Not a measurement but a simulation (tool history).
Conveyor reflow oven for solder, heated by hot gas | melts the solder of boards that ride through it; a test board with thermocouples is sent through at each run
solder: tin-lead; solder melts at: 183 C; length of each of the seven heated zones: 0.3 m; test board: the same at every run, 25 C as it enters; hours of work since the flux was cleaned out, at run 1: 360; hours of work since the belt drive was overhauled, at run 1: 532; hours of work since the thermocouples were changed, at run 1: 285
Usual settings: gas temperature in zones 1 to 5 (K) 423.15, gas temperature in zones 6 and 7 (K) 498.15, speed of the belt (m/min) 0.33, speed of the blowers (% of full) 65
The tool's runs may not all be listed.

run,hour,gas temperature in zones 1 to 5 (K),gas temperature in zones 6 and 7 (K),speed of the belt (m/min),speed of the blowers (% of full),hours of work since the flux was cleaned out,hours of work since the belt drive was overhauled,hours of work since the thermocouples were changed,highest temperature of the board (K),time above the solder's melting point (s)
1,0,423.15,498.15,0.33,65,360,532,285,481.55,78.2
# hour 23.7: flux residue cleaned out of gas plates and filters
2,53.5,409.15,498.15,0.33,65,18,561,314,481.65,70.9
3,116.7,409.15,498.15,0.33,65,56,599,352,480.95,70.4
4,161.1,423.15,498.15,0.33,65,83,626,378,483.85,81.6
5,248.7,423.15,498.15,0.33,65,135,679,431,483.05,82.5
6,347.5,423.15,498.15,0.33,89,195,738,491,486.95,88.7
7,436.5,422.15,498.15,0.33,89,248,792,544,486.85,87.6
8,522.2,422.15,498.15,0.33,89,300,843,596,486.65,88.5
9,607.7,423.15,498.15,0.33,65,351,895,647,481.55,78.6
# hour 644.3: flux residue cleaned out of gas plates and filters
10,661.5,423.15,498.15,0.33,65,10,924,676,483.85,83.8
# hour 742.9: belt drive overhauled, speed set with a stopwatch
11,743.4,423.15,498.15,0.33,65,57,0,723,483.55,80.5
12,806.1,423.15,498.15,0.33,65,95,38,761,482.65,79.8
13,851.9,423.15,498.15,0.33,65,122,66,788,482.55,79.4
14,937.6,432.15,498.15,0.322,65,174,117,840,484.55,90.3
15,1016.4,432.15,498.15,0.322,65,221,164,887,484.65,90.5
16,1097.9,425.15,512.15,0.322,65,270,213,936,495.35,97.1
17,1153.9,423.15,507.15,0.33,66,304,247,970,489.45,87.8
18,1253.4,420.15,503.15,0.356,65,364,307,1030,482.25,69.7
# hour 1271.8: flux residue cleaned out of gas plates and filters
19,1327.2,423.15,498.15,0.264,63,33,348,1071,487.75,110.9
20,1424.5,423.15,496.15,0.267,65,92,407,1129,485.85,107.3
21,1472.4,429.15,498.15,0.33,87,121,435,1158,487.55,92.7

Run 22 comes next. What will it give?
22,1529.5,413.15,498.15,0.33,72,155,470,1193,?,?

{"run 22": {"highest temperature of the board (K)": 481.65, "time above the solder's melting point (s)": 74}}
Without the tool's hidden state the same run would have given highest temperature of the board (K) 484.65, time above the solder's melting point (s) 77.5.
